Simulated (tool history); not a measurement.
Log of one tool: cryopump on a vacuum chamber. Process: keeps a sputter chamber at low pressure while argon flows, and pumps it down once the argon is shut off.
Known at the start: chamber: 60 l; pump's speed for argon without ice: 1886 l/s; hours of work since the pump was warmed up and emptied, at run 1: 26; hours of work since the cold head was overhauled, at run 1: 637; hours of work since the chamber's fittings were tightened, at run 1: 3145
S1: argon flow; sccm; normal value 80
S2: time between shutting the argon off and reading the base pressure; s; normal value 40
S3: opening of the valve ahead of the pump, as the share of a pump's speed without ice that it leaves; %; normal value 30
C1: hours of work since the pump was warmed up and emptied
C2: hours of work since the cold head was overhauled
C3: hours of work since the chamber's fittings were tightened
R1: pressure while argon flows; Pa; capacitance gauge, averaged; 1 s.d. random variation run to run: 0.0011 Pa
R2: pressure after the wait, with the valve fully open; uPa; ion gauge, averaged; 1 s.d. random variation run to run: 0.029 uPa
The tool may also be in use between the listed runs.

Run 1, hour 0: usual settings; C1 26; C2 637; C3 3145. Result: R1 0.2422 Pa, R2 1.75 uPa.
Run 2, hour 17.5: usual settings; C1 36; C2 646; C3 3155. Result: R1 0.2415 Pa, R2 1.75 uPa.
Run 3, hour 39.2: usual settings; C1 48; C2 658; C3 3167. Result: R1 0.2426 Pa, R2 1.76 uPa.
Run 4, hour 61.2: usual settings; C1 60; C2 671; C3 3179. Result: R1 0.2431 Pa, R2 1.79 uPa.
Run 5, hour 85.4: usual settings but S2 109 s; C1 74; C2 684; C3 3193. Result: R1 0.2437 Pa, R2 1 uPa.
Run 6, hour 114.5: usual settings but S2 68 s; C1 90; C2 700; C3 3209. Result: R1 0.2436 Pa, R2 1.23 uPa.
Run 7, hour 144.9: usual settings but S2 68 s; C1 107; C2 717; C3 3226. Result: R1 0.2428 Pa, R2 1.31 uPa.
Run 8, hour 160.1: usual settings but S2 68 s; C1 115; C2 725; C3 3234. Result: R1 0.2446 Pa, R2 1.3 uPa.
Run 9, hour 189.2: usual settings but S2 68 s; C1 131; C2 742; C3 3250. Result: R1 0.2447 Pa, R2 1.26 uPa.
Run 10, hour 206.1: usual settings but S1 41 sccm, S3 27 %; C1 141; C2 751; C3 3260. Result: R1 0.1385 Pa, R2 1.76 uPa.
Run 11, hour 229.8: usual settings but S1 41 sccm, S3 27 %; C1 154; C2 764; C3 3273. Result: R1 0.1395 Pa, R2 1.82 uPa.
Run 12, hour 253.9: usual settings but S1 52 sccm, S2 23 s, S3 23 %; C1 167; C2 777; C3 3286. Result: R1 0.2097 Pa, R2 2.8 uPa.
Run 13, hour 276.3: usual settings but S1 43 sccm, S2 96 s, S3 26 %; C1 180; C2 790; C3 3299. Result: R1 0.1529 Pa, R2 1.1 uPa.
Run 14, hour 298: usual settings but S1 43 sccm, S2 96 s, S3 37 %; C1 192; C2 802; C3 3311. Result: R1 0.1081 Pa, R2 1.11 uPa.
Run 15, hour 323: usual settings but S1 43 sccm, S2 199 s, S3 21 %; C1 205; C2 816; C3 3325. Result: R1 0.1895 Pa, R2 0.84 uPa.
Run 16, hour 344.7: usual settings but S1 43 sccm, S2 229 s; C1 217; C2 828; C3 3337. Result: R1 0.1338 Pa, R2 0.88 uPa.
Run 17, hour 372.4: usual settings but S1 43 sccm, S2 229 s; C1 233; C2 843; C3 3352. Result: R1 0.1351 Pa, R2 0.84 uPa.
Run 18, hour 391.9: usual settings but S1 116 sccm, S2 30 s; C1 244; C2 854; C3 3363. Result: R1 0.3623 Pa, R2 2.26 uPa.

What if the next run were any one of these 5? Each begins from the tool's condition after run 18:
Run A, hour 413.5: usual settings but S2 57 s; C1 256; C2 866; C3 3375. Result: R1 ?, R2 ?.
Run B, hour 413.5: usual settings but S1 73 sccm, S2 78 s, S3 22 %; C1 256; C2 866; C3 3375. Result: R1 ?, R2 ?.
Run C, hour 413.5: usual settings but S1 35 sccm, S2 66 s, S3 47 %; C1 256; C2 866; C3 3375. Result: R1 ?, R2 ?.
Run D, hour 413.5: usual settings but S1 70 sccm, S2 120 s, S3 26 %; C1 256; C2 866; C3 3375. Result: R1 ?, R2 ?.
Run E, hour 413.5: usual settings but S2 31 s, S3 19 %; C1 256; C2 866; C3 3375. Result: R1 ?, R2 ?.

run      R1    R2
  A  0.2502  1.47
  B  0.3088  1.26
  C   0.072  1.38
  D   0.253  1.05
  E  0.3915  2.27
Stripped of hidden state, with their random variation kept, the same runs would have yielded:
run      R1    R2
  A   0.238  0.99
  B  0.2977  0.77
  C  0.0666  0.89
  D  0.2423  0.56
  E  0.3792  1.77
